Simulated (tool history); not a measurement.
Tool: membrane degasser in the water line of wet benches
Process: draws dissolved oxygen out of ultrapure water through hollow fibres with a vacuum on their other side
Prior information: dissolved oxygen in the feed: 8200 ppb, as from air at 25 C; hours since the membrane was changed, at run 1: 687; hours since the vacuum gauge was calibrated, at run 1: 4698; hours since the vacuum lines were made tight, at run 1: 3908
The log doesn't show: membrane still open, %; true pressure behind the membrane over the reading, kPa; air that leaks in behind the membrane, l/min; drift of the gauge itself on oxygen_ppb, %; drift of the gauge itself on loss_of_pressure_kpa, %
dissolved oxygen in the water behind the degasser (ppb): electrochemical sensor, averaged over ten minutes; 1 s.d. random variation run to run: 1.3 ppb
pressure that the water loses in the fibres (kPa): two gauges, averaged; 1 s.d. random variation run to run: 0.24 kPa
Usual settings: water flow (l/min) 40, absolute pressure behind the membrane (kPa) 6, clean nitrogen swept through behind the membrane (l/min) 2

run,hour,water flow (l/min),absolute pressure behind the membrane (kPa),clean nitrogen swept through behind the membrane (l/min),hours since the membrane was changed,hours since the vacuum gauge was calibrated,hours since the vacuum lines were made tight,dissolved oxygen in the water behind the degasser (ppb),pressure that the water loses in the fibres (kPa)
1,0,40,6,2,687,4698,3908,128.8,63.09
2,28.7,24,6,2,716,4727,3937,79.9,37.75
# hour 32.1: vacuum gauge calibrated
3,50.7,32,6,2,738,19,3958,103.5,50.17
4,89.2,40,6,2,776,57,3997,129.2,63.13
5,112.9,40,6,2,800,81,4021,128.6,63.01
6,132.5,40,6,2,819,100,4040,128.5,62.45
7,176.2,40,6,2,863,144,4084,129.6,62.67
8,195,40,6,1.2,882,163,4103,195.3,62.54
9,217.8,40,6,2,905,186,4126,129.1,62.47
10,236.4,40,6,2,923,204,4144,127.2,62.85
11,258.8,40,6,2,946,227,4166,127.6,62.82
12,295.7,40,6,2,983,264,4203,127.7,62.21
13,327.7,40,6,2,1015,296,4235,128.6,62.05
14,372.4,55,6,2,1059,340,4280,181.8,85.98
15,413.3,40,6,2.9,1100,381,4321,95.2,62.09
16,447,40,6,2.9,1134,415,4355,93.4,61.93
17,477.6,40,6,2.9,1165,445,4385,94.6,61.9
18,504.7,32,4.68,2.29,1192,473,4412,50.6,49.66
19,524.3,25,4.45,2.29,1211,492,4432,32,38.57
20,566.4,44,4.98,2.29,1253,534,4474,83.6,68.1
21,607.6,45,4.98,2.36,1295,575,4515,85.2,69.47
22,630.9,45,4.98,2.36,1318,599,4539,84.7,68.7

For run 23, what comes out?
23,665,40,6,1.32,1352,633,4573,?,?

For run 23 the tool returned dissolved oxygen in the water behind the degasser (ppb) 179.7, pressure that the water loses in the fibres (kPa) 61.56.
The same run, on a tool lacking any hidden state, would have yielded dissolved oxygen in the water behind the degasser (ppb) 179.7, pressure that the water loses in the fibres (kPa) 63.06.
